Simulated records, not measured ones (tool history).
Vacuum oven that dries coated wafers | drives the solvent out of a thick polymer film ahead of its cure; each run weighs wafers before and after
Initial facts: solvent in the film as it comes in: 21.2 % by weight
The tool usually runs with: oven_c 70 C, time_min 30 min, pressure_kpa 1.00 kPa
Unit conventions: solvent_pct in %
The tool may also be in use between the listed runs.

run 1 day=0.000 | oven_c=70 time_min=30 pressure_kpa=1.00 | solvent_pct=2.44
run 2 day=0.738 | oven_c=80 time_min=30 pressure_kpa=1.00 | solvent_pct=0.99
run 3 day=1.183 | oven_c=80 time_min=30 pressure_kpa=1.00 | solvent_pct=0.98
run 4 day=1.846 | oven_c=80 time_min=30 pressure_kpa=1.00 | solvent_pct=0.95
run 5 day=2.642 | oven_c=80 time_min=30 pressure_kpa=1.00 | solvent_pct=1.01
run 6 day=3.212 | oven_c=80 time_min=30 pressure_kpa=1.00 | solvent_pct=0.96
run 7 day=3.850 | oven_c=70 time_min=30 pressure_kpa=1.00 | solvent_pct=2.40
run 8 day=4.275 | oven_c=85 time_min=30 pressure_kpa=1.00 | solvent_pct=0.74
run 9 day=4.804 | oven_c=85 time_min=30 pressure_kpa=1.00 | solvent_pct=0.76
run 10 day=5.350 | oven_c=70 time_min=40 pressure_kpa=1.00 | solvent_pct=1.75
run 11 day=6.317 | oven_c=70 time_min=40 pressure_kpa=1.00 | solvent_pct=1.79
run 12 day=7.162 | oven_c=70 time_min=40 pressure_kpa=1.00 | solvent_pct=1.72
run 13 day=7.675 | oven_c=70 time_min=40 pressure_kpa=1.00 | solvent_pct=1.75
run 14 day=8.100 | oven_c=77 time_min=40 pressure_kpa=1.00 | solvent_pct=1.06
run 15 day=8.854 | oven_c=77 time_min=40 pressure_kpa=1.00 | solvent_pct=1.02
run 16 day=9.462 | oven_c=74 time_min=30 pressure_kpa=1.00 | solvent_pct=1.63
run 17 day=10.450 | oven_c=70 time_min=30 pressure_kpa=1.72 | solvent_pct=3.31
run 18 day=11.242 | oven_c=70 time_min=30 pressure_kpa=1.72 | solvent_pct=3.34
run 19 day=11.671 | oven_c=70 time_min=30 pressure_kpa=1.72 | solvent_pct=3.33
run 20 day=12.625 | oven_c=70 time_min=30 pressure_kpa=1.72 | solvent_pct=3.27
run 21 day=13.342 | oven_c=70 time_min=54 pressure_kpa=1.00 | solvent_pct=1.44
run 22 day=14.321 | oven_c=70 time_min=54 pressure_kpa=1.00 | solvent_pct=1.47
run 23 day=15.262 | oven_c=70 time_min=54 pressure_kpa=1.00 | solvent_pct=1.53
run 24 day=16.088 | oven_c=70 time_min=54 pressure_kpa=1.00 | solvent_pct=1.40
run 25 day=16.733 | oven_c=69 time_min=36 pressure_kpa=2.08 | solvent_pct=3.61
run 26 day=17.517 | oven_c=69 time_min=36 pressure_kpa=2.08 | solvent_pct=3.55
run 27 day=18.504 | oven_c=69 time_min=36 pressure_kpa=2.08 | solvent_pct=3.55
run 28 day=19.262 | oven_c=56 time_min=38 pressure_kpa=3.26 | solvent_pct=10.34
run 29 day=20.017 | oven_c=70 time_min=27 pressure_kpa=0.97 | solvent_pct=2.67
run 30 day=20.592 | oven_c=70 time_min=27 pressure_kpa=0.97 | solvent_pct=2.73
run 31 day=21.000 | oven_c=70 time_min=27 pressure_kpa=0.97 | solvent_pct=2.68
run 32 day=21.504 | oven_c=77 time_min=28 pressure_kpa=3.20 | solvent_pct=3.48
run 33 day=22.054 | oven_c=77 time_min=28 pressure_kpa=3.20 | solvent_pct=3.49
run 34 day=22.579 | oven_c=69 time_min=46 pressure_kpa=1.00 | solvent_pct=1.65
run 35 day=23.250 | oven_c=69 time_min=30 pressure_kpa=1.00 | solvent_pct=2.69
run 36 day=23.950 | oven_c=69 time_min=30 pressure_kpa=1.00 | solvent_pct=2.75
run 37 day=24.879 | oven_c=69 time_min=30 pressure_kpa=1.00 | solvent_pct=2.73
run 38 day=25.383 | oven_c=75 time_min=26 pressure_kpa=1.00 | solvent_pct=1.77
run 39 day=26.321 | oven_c=75 time_min=26 pressure_kpa=1.00 | solvent_pct=1.82
run 40 day=26.942 | oven_c=78 time_min=41 pressure_kpa=0.51 | solvent_pct=0.57
run 41 day=27.796 | oven_c=78 time_min=41 pressure_kpa=0.51 | solvent_pct=0.59
run 42 day=28.771 | oven_c=70 time_min=31 pressure_kpa=0.58 | solvent_pct=1.78
run 43 day=29.650 | oven_c=70 time_min=31 pressure_kpa=0.58 | solvent_pct=1.80
run 44 day=30.392 | oven_c=70 time_min=31 pressure_kpa=0.58 | solvent_pct=1.78
run 45 day=30.933 | oven_c=70 time_min=31 pressure_kpa=0.58 | solvent_pct=1.81
run 46 day=31.838 | oven_c=70 time_min=31 pressure_kpa=0.58 | solvent_pct=1.77
run 47 day=32.646 | oven_c=70 time_min=31 pressure_kpa=0.58 | solvent_pct=1.73
run 48 day=33.529 | oven_c=80 time_min=39 pressure_kpa=0.58 | solvent_pct=0.50

3 options for the next run, each taken on its own from the tool as it stands now. Forecast them:
run A day=33.958 | oven_c=65 time_min=41 pressure_kpa=1.00 | solvent_pct=?
run B day=33.958 | oven_c=72 time_min=17 pressure_kpa=0.65 | solvent_pct=?
run C day=33.958 | oven_c=70 time_min=30 pressure_kpa=1.52 | solvent_pct=?

run=A solvent_pct=2.71
run=B solvent_pct=3.78
run=C solvent_pct=3.07
Without the tool's hidden state the same runs would have given:
run=A solvent_pct=2.72
run=B solvent_pct=3.80
run=C solvent_pct=3.08

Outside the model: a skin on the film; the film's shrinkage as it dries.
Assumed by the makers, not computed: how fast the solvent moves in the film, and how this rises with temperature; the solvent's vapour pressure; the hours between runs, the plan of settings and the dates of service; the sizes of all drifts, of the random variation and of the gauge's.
